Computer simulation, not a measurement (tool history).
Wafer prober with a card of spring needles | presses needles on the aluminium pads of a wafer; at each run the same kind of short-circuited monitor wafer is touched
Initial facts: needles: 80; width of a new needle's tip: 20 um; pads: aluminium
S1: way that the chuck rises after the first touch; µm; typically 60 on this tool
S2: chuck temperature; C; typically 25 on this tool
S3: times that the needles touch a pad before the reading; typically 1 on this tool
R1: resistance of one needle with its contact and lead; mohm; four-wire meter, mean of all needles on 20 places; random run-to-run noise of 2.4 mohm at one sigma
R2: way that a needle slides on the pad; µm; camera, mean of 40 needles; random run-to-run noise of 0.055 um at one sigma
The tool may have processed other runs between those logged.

run    day  S1  S2  S3   R1     R2
  1  0.000  60  25   1  278  11.04
     0.421  -- tips cleaned on abrasive film
  2  0.429  60  25   2  273  11.01
     0.858  -- tips cleaned on abrasive film
  3  1.000  60  25   2  276  11.04
     1.312  -- tips cleaned on abrasive film
  4  1.521  60  25   2  276  10.97
     1.742  -- tips cleaned on abrasive film
     2.175  -- tips cleaned on abrasive film
  5  2.183  60  25   2  275  10.99
     2.596  -- tips cleaned on abrasive film
  6  2.800  60  25   2  278  10.94
     3.021  -- tips cleaned on abrasive film
  7  3.125  60  25   2  277  11.01
     3.458  -- tips cleaned on abrasive film
  8  3.575  60  25   2  272  10.94

Expected results for the next run?
     3.879  -- tips cleaned on abrasive film
  9  4.175  60  25   2   ?   ?

R1: 274 mohm
R2: 10.90 µm
Were there no unlogged condition in the tool, this run, its random variation unchanged, would have produced R1 274 mohm, R2 11.06 µm.
